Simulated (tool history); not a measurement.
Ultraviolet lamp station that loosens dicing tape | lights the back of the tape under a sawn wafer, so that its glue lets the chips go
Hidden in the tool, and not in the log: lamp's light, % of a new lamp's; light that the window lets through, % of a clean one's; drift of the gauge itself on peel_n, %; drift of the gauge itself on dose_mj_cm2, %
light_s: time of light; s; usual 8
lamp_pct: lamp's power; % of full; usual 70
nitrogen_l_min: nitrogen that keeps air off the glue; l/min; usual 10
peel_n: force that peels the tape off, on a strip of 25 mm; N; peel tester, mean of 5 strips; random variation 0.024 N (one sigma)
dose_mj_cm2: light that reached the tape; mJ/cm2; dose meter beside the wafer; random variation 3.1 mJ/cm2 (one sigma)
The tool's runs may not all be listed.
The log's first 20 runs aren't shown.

run	day	light_s	lamp_pct	nitrogen_l_min	hours of work of the lamp	hours of work since the window was cleaned	peel_n	dose_mj_cm2
21	36.875	8	75	15	109	55	1.018	474
22	38.229	14	85	4	135	81	0.491	922
23	39.4	8	76	4	157	103	2.103	459
24	42.058	5	95	7	208	154	2.58	344
25	43.692	14	79	7	239	185	0.47	774
26	45.846	9	76	10	280	226	1.267	458
27	47.433	9	82	10	310	256	1.149	489
28	48.946	8	86	10	339	285	1.396	435
# day 49.175: window cleaned of glue's vapour
29	51.075	8	86	10	379	36	1.336	454
30	53.092	4	86	3	418	75	5.251	219
31	54.604	14	62	3	446	103	1.866	539
32	55.692	14	68	18	467	124	0.574	576
33	57.033	14	68	18	493	150	0.617	556
34	59.388	14	68	18	538	195	0.703	534

Forecast each of these 3 alternatives for the next run:
A	60.5	8	70	5	559	216	?	?
B	60.5	8	63	10	559	216	?	?
C	60.5	10	62	12	559	216	?	?

run	peel_n	dose_mj_cm2
A	3.36	308
B	3.033	277
C	2.055	340
Without the tool's hidden state the same runs would have given:
run	peel_n	dose_mj_cm2
A	1.708	485
B	1.459	435
C	0.834	536

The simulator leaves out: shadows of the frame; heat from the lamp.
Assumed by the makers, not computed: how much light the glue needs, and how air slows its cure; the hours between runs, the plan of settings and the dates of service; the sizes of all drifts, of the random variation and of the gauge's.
